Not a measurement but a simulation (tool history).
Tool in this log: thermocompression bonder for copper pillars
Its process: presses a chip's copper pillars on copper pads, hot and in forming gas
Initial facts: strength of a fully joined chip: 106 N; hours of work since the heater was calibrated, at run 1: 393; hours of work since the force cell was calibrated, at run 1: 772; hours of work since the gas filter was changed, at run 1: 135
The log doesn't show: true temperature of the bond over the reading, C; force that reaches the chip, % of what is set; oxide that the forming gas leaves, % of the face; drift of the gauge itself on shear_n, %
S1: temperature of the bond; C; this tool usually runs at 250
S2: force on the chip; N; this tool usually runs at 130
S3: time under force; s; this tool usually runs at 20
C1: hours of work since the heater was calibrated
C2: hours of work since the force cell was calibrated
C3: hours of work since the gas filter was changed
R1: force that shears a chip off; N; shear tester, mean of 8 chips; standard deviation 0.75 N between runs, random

run 1 hour=0.0 | S1=250 S2=130 S3=20 | C1=393 C2=772 C3=135 | R1=53.2
run 2 hour=11.2 | S1=250 S2=130 S3=20 | C1=400 C2=779 C3=141 | R1=53.6
run 3 hour=25.5 | S1=250 S2=130 S3=20 | C1=408 C2=787 C3=149 | R1=52.5
run 4 hour=33.0 | S1=250 S2=130 S3=29 | C1=412 C2=791 C3=153 | R1=62.1
run 5 hour=51.7 | S1=250 S2=130 S3=29 | C1=423 C2=802 C3=164 | R1=59.1
run 6 hour=66.9 | S1=260 S2=130 S3=29 | C1=431 C2=810 C3=172 | R1=66.1
run 7 hour=79.2 | S1=250 S2=130 S3=20 | C1=438 C2=817 C3=179 | R1=51.7
run 8 hour=88.9 | S1=250 S2=130 S3=20 | C1=444 C2=823 C3=185 | R1=54.5
run 9 hour=99.3 | S1=250 S2=130 S3=20 | C1=449 C2=828 C3=191 | R1=52.2
run 10 hour=115.2 | S1=250 S2=130 S3=20 | C1=458 C2=837 C3=200 | R1=54.0
run 11 hour=129.3 | S1=250 S2=130 S3=20 | C1=466 C2=845 C3=208 | R1=53.7
run 12 hour=143.3 | S1=225 S2=158 S3=44 | C1=474 C2=853 C3=216 | R1=56.2
run 13 hour=156.0 | S1=225 S2=158 S3=44 | C1=481 C2=861 C3=223 | R1=56.7
-- hour=159.6 heater calibrated with a thermocouple chip
run 14 hour=170.0 | S1=225 S2=158 S3=44 | C1=6 C2=867 C3=230 | R1=55.3
run 15 hour=181.3 | S1=244 S2=131 S3=14 | C1=12 C2=874 C3=236 | R1=43.0
run 16 hour=194.6 | S1=259 S2=165 S3=14 | C1=20 C2=881 C3=243 | R1=58.1
run 17 hour=204.8 | S1=227 S2=95 S3=41 | C1=26 C2=887 C3=249 | R1=38.4
-- hour=210.4 heater calibrated with a thermocouple chip, once more
run 18 hour=222.5 | S1=270 S2=130 S3=47 | C1=7 C2=896 C3=258 | R1=81.1
run 19 hour=233.2 | S1=250 S2=139 S3=20 | C1=13 C2=902 C3=264 | R1=56.4
run 20 hour=249.7 | S1=265 S2=85 S3=20 | C1=22 C2=911 C3=273 | R1=52.3

For some of the steps in R1 from one run to the next: how much would appear even if the tool had no hidden state, given the settings, what came in and random variation, and how much remains for the hidden state plus any gauge scatter that the measured result and the result without hidden state don't share?
Run 13 -> 14: heater calibrated with a thermocouple chip. R1 -1.4 N: hidden state -1.2, all else -0.2.
Run 17 -> 18: S1 227 -> 270, S2 95 -> 130, S3 41 -> 47, heater calibrated with a thermocouple chip, once more. R1 +42.7 N: hidden state +1.0, all else +41.7.
Run 18 -> 19: S1 270 -> 250, S2 130 -> 139, S3 47 -> 20. R1 -24.7 N: hidden state +1.2, all else -25.9.
